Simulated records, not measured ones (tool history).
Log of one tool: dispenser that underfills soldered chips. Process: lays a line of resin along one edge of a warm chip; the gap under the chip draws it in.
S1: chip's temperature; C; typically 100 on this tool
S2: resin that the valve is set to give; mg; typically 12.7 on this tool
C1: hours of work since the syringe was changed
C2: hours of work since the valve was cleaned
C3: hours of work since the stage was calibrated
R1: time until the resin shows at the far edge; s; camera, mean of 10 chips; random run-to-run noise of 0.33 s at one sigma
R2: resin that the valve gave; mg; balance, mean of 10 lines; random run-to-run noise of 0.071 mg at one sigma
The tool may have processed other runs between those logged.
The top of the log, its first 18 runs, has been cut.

run   hour   S1    S2  C1   C2   C3    R1     R2
      81.6  -- new syringe of resin
 19   84.4  100  10.9   2   65  260  16.9  10.44
 20   87.6   95  11.3   5   67  262  25.7  10.76
      90.8  -- new syringe of resin
 21   92.8  106  16.0   2   71  266  11.6  15.19
 22   96.9   91  11.1   5   74  269  30.9  10.46
     100.3  -- new syringe of resin
 23  102.9   91  11.1   2   79  274  25.9  10.35
 24  105.9   91  11.1   4   81  276  30.5  10.53
     109.2  -- new syringe of resin
 25  111.1  112  13.9   1   85  280   9.7  12.98
 26  115.4  114  16.3   5   89  284  11.1  15.38
     118.4  -- new syringe of resin
 27  119.9   98  13.2   1   92  287  16.8  12.24
 28  124.8   98  13.2   5   96  291  22.5  12.17
     127.7  -- new syringe of resin
 29  130.6   98  13.2   2  100  295  18.5  12.10
 30  134.0   98  12.4   5  103  298  23.3  11.36
     136.9  -- new syringe of resin
 31  137.9  109  14.2   1  106  301   9.9  13.09
 32  142.4   91  15.1   4  109  304  29.4  13.93
     146.1  -- new syringe of resin
 33  146.8  105  12.7   1  113  307  11.3  11.72
 34  152.2   89  13.3   5  117  312  33.1  12.17
     155.1  -- new syringe of resin
 35  155.3   89  13.3   0  119  314  22.8  12.17
 36  158.0   92  15.0   2  121  316  23.3  13.53
 37  160.8   92  15.0   4  123  318  27.1  13.65

Forecast each of these 3 alternatives for the next run:
     164.2  -- new syringe of resin
  A  166.4   88  11.5   2  128  323   ?   ?
     164.2  -- new syringe of resin
  B  166.4   98  11.2   2  128  323   ?   ?
     164.2  -- new syringe of resin
  C  166.4  100  15.6   2  128  323   ?   ?

run    R1     R2
  A  28.2  10.39
  B  17.8  10.21
  C  15.8  14.02
With the hidden condition removed and each run's random variation left untouched, the same runs would have given:
run    R1     R2
  A  25.3  11.51
  B  15.8  11.30
  C  14.4  15.53
